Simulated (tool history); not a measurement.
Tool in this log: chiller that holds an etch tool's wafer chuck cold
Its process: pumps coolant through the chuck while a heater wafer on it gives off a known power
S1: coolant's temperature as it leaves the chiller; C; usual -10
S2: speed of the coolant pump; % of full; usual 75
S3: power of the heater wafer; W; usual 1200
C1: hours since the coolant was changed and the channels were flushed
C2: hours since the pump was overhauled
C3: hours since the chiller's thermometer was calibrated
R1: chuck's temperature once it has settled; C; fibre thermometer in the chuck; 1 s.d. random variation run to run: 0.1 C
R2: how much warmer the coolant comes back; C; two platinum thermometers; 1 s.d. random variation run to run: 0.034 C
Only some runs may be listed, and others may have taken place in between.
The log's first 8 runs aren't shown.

{"run": 9, "hour": 220.1, "S1": -5, "S2": 75, "S3": 1200, "C1": 6552, "C2": 908, "C3": 1871, "R1": 10.8, "R2": 5.69}
{"run": 10, "hour": 250.3, "S1": -5, "S2": 75, "S3": 1200, "C1": 6582, "C2": 938, "C3": 1901, "R1": 10.8, "R2": 5.65}
{"hour": 254.1, "done": "chiller's thermometer calibrated"}
{"run": 11, "hour": 274.4, "S1": -5, "S2": 75, "S3": 1200, "C1": 6605, "C2": 961, "C3": 20, "R1": 10.8, "R2": 5.76}
{"run": 12, "hour": 310.5, "S1": -5, "S2": 75, "S3": 1200, "C1": 6641, "C2": 997, "C3": 56, "R1": 10.6, "R2": 5.64}
{"hour": 330.2, "done": "chiller's thermometer calibrated, once more"}
{"run": 13, "hour": 331.9, "S1": -10, "S2": 82, "S3": 1200, "C1": 6662, "C2": 1018, "C3": 2, "R1": 4.2, "R2": 5.24}
{"run": 14, "hour": 350.2, "S1": -13, "S2": 75, "S3": 1200, "C1": 6680, "C2": 1036, "C3": 20, "R1": 2.4, "R2": 5.75}
{"run": 15, "hour": 384.8, "S1": -13, "S2": 75, "S3": 1200, "C1": 6715, "C2": 1071, "C3": 55, "R1": 2.4, "R2": 5.69}
{"run": 16, "hour": 400.7, "S1": -13, "S2": 75, "S3": 1200, "C1": 6730, "C2": 1086, "C3": 71, "R1": 2.4, "R2": 5.72}
{"run": 17, "hour": 433.5, "S1": -13, "S2": 75, "S3": 1200, "C1": 6763, "C2": 1119, "C3": 103, "R1": 2.6, "R2": 5.71}
{"run": 18, "hour": 459.9, "S1": -13, "S2": 75, "S3": 1200, "C1": 6790, "C2": 1146, "C3": 130, "R1": 2.4, "R2": 5.71}
{"run": 19, "hour": 475.7, "S1": -4, "S2": 67, "S3": 1337, "C1": 6805, "C2": 1161, "C3": 146, "R1": 14.8, "R2": 7.01}
{"run": 20, "hour": 511.8, "S1": -10, "S2": 98, "S3": 853, "C1": 6842, "C2": 1198, "C3": 182, "R1": -1.3, "R2": 3.11}
{"run": 21, "hour": 548.8, "S1": -14, "S2": 65, "S3": 853, "C1": 6879, "C2": 1235, "C3": 219, "R1": -1.7, "R2": 4.67}
{"run": 22, "hour": 578.0, "S1": -7, "S2": 75, "S3": 1701, "C1": 6908, "C2": 1264, "C3": 248, "R1": 14.9, "R2": 8.09}
{"run": 23, "hour": 610.0, "S1": -18, "S2": 75, "S3": 1701, "C1": 6940, "C2": 1296, "C3": 280, "R1": 4.1, "R2": 8.11}
{"run": 24, "hour": 639.8, "S1": -18, "S2": 75, "S3": 1701, "C1": 6970, "C2": 1326, "C3": 310, "R1": 4.3, "R2": 8.08}
{"run": 25, "hour": 668.4, "S1": -10, "S2": 65, "S3": 1200, "C1": 6998, "C2": 1354, "C3": 338, "R1": 7.5, "R2": 6.55}
{"run": 26, "hour": 701.5, "S1": -10, "S2": 65, "S3": 1200, "C1": 7031, "C2": 1387, "C3": 371, "R1": 7.6, "R2": 6.57}

What will run 27 give?
{"run": 27, "hour": 725.2, "S1": -10, "S2": 65, "S3": 1200, "C1": 7055, "C2": 1411, "C3": 395, "R1": "?", "R2": "?"}

Run 27 produced R1 7.6 C, R2 6.47 C.
With the hidden condition absent and the run-to-run variation left alone, this run would have shown R1 5.9 C, R2 6.40 C.
